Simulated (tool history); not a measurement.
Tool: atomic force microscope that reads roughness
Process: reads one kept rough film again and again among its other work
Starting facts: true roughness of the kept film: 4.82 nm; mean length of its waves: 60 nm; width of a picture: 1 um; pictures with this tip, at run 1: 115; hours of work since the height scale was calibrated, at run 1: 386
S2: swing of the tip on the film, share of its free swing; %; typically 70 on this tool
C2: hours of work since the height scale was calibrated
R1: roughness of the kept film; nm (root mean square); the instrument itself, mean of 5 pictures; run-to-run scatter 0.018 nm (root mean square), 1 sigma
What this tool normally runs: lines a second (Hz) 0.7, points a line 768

Run 1, hour 0: usual settings; pictures with this tip 115; C2 386. Result: R1 4.305 nm (root mean square).
Run 2, hour 51.7: usual settings; pictures with this tip 188; C2 416. Result: R1 4.165 nm (root mean square).
Run 3, hour 93.9: usual settings; pictures with this tip 247; C2 441. Result: R1 4.101 nm (root mean square).
Run 4, hour 117.8: usual settings; pictures with this tip 281; C2 455. Result: R1 4.071 nm (root mean square).
At hour 122.3: new tip fitted.
Run 5, hour 146.8: usual settings; pictures with this tip 34; C2 471. Result: R1 4.4 nm (root mean square).
Run 6, hour 188.3: usual settings; pictures with this tip 93; C2 496. Result: R1 4.327 nm (root mean square).
Run 7, hour 243.2: usual settings but lines a second (Hz) 0.859; pictures with this tip 170; C2 528. Result: R1 4.148 nm (root mean square).
Run 8, hour 283.7: usual settings but lines a second (Hz) 2.893, S2 77 %, points a line 282; pictures with this tip 227; C2 552. Result: R1 3.361 nm (root mean square).
At hour 325: new tip fitted.
Run 9, hour 331.8: usual settings but lines a second (Hz) 1.565, S2 61 %; pictures with this tip 10; C2 579. Result: R1 4.405 nm (root mean square).
Run 10, hour 374.6: usual settings but lines a second (Hz) 1.565, S2 61 %; pictures with this tip 70; C2 605. Result: R1 4.278 nm (root mean square).
Run 11, hour 411.1: usual settings but lines a second (Hz) 2.056, S2 58 %, points a line 260; pictures with this tip 122; C2 626. Result: R1 4.205 nm (root mean square).
Run 12, hour 452: usual settings but lines a second (Hz) 2.056, points a line 260; pictures with this tip 179; C2 650. Result: R1 3.882 nm (root mean square).
Run 13, hour 481.2: usual settings but lines a second (Hz) 3.403, S2 55 %, points a line 356; pictures with this tip 220; C2 667. Result: R1 4.027 nm (root mean square).

Run 14 has not been measured yet. What should we expect?
Run 14, hour 521.4: usual settings but lines a second (Hz) 2.66, S2 59 %, points a line 340; pictures with this tip 277; C2 691. Result: R1 ?.

R1: 3.92 nm (root mean square)
Take away the tool's hidden state, keep the run-to-run variation as it was, and the same run would have given R1 4.317 nm (root mean square).

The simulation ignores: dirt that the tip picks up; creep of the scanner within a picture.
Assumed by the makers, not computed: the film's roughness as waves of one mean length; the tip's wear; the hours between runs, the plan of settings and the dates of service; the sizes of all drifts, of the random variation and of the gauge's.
